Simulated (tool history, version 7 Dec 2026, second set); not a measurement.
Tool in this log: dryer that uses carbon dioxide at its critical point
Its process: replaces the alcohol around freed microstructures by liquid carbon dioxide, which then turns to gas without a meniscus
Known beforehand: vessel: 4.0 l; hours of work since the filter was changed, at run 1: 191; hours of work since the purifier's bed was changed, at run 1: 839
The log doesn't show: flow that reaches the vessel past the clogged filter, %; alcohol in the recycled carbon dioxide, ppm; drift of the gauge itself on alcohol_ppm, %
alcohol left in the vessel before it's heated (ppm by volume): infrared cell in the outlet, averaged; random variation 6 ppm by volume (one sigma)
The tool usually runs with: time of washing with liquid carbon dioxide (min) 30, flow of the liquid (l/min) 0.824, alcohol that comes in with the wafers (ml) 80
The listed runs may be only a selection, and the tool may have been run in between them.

run,hour,time of washing with liquid carbon dioxide (min),flow of the liquid (l/min),alcohol that comes in with the wafers (ml),hours of work since the filter was changed,hours of work since the purifier's bed was changed,alcohol left in the vessel before it's heated (ppm by volume)
1,0,30,0.824,80,191,839,482
# hour 41.5: purifier's bed changed
2,71.8,30,0.824,80,244,24,293
3,108.9,30,0.947,80,273,52,183
4,164.6,43,0.824,80,316,96,77
5,218.4,43,0.824,80,358,138,96
6,267.2,43,0.824,80,396,176,117
7,297.6,30,0.924,80,420,199,277
# hour 348.9: inlet filter changed
8,349.4,30,0.924,80,0,239,196
9,406.6,30,0.678,80,45,283,573
10,435.5,30,0.678,80,67,306,572
11,506.7,30,0.824,80,123,361,364
12,535.8,41,0.824,80,145,384,160
13,587.2,30,0.824,80,185,424,376
14,622.9,30,0.824,80,213,452,411
15,658.5,30,0.824,80,241,479,423
16,694.4,30,0.824,80,269,507,433
17,747.7,30,0.824,80,310,549,443
18,791.2,30,0.824,80,344,583,492
19,852.1,30,0.824,80,392,630,527
20,922.2,30,0.824,80,446,685,554
# hour 939.8: inlet filter changed
21,970.3,30,0.824,80,24,721,449
22,1019.7,30,0.824,80,62,760,451
23,1065.6,30,0.824,80,98,795,467
24,1103.7,30,0.824,80,128,825,488
# hour 1163: purifier's bed changed
25,1167.9,30,0.824,80,175,4,280
26,1201.3,41,0.513,80,201,30,510
27,1247.4,30,0.824,66,237,66,266
28,1288.7,30,0.824,66,269,98,284
29,1342.2,23,1.279,27,311,139,84
30,1375.4,47,0.824,80,337,165,81
31,1420.1,27,0.704,37,371,200,455
32,1458.6,27,0.704,37,401,230,489
33,1527.8,34,1.216,37,455,284,92
# hour 1531.8: inlet filter changed
34,1581.4,38,1.27,42,39,325,91
35,1638.5,42,1.115,32,83,369,103
36,1696.9,24,0.824,80,128,415,738
37,1760,42,1.369,52,178,464,121
38,1820.9,19,0.529,106,225,511,4680
39,1851.1,22,0.695,39,248,535,831
40,1881.3,27,1.01,80,272,558,354
41,1947.5,27,0.505,80,323,610,2130
42,2011.3,24,0.657,85,373,659,1733
43,2078.7,24,0.657,85,426,712,1870
# hour 2121.5: inlet filter changed
44,2133.8,24,0.657,85,10,754,1331
45,2164.6,47,0.88,26,34,778,222
46,2226.7,47,0.915,26,82,826,227

Below are 3 alternative next runs, each starting from the tool's condition after run 46. Predict each:
A,2256.7,33,0.79,80,105,849,?
B,2256.7,30,0.934,68,105,849,?
C,2256.7,35,1.38,50,105,849,?

run,alcohol left in the vessel before it's heated (ppm by volume)
A,417
B,347
C,238
The same runs, with their run-to-run variation unchanged, on a tool lacking any hidden condition would have given:
run,alcohol left in the vessel before it's heated (ppm by volume)
A,164
B,104
C,8
